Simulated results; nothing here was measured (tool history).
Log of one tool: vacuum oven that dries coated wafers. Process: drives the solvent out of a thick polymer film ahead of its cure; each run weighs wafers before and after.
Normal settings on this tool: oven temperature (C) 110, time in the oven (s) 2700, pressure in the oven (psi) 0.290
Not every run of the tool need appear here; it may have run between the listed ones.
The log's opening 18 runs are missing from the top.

run,day,oven temperature (C),time in the oven (s),pressure in the oven (psi),hours of work since the thermocouples were calibrated,hours of work since the vacuum gauge was cleaned of residue,solvent left in the film (%)
19,7.462,110,1560,0.290,524,308,4.17
20,7.717,110,1560,0.585,528,313,5.02
21,8.254,105,3300,0.290,537,322,2.45
22,8.546,123,3900,0.482,542,327,1.24
23,9.108,110,2220,0.290,552,336,2.90
24,9.358,110,2220,0.290,556,340,2.89
25,9.917,98,4380,0.934,565,350,6.08
26,10.183,124,4620,0.513,570,354,1.21
27,10.542,118,2700,0.290,576,360,1.47
28,10.817,118,2640,0.413,581,365,1.83

Estimate the outcome of run 29 from the log above:
29,11.079,101,2700,0.854,585,369,?

solvent left in the film (%): 6.06
Minus the tool's unlogged condition, the same run would have read solvent left in the film (%) 6.05.
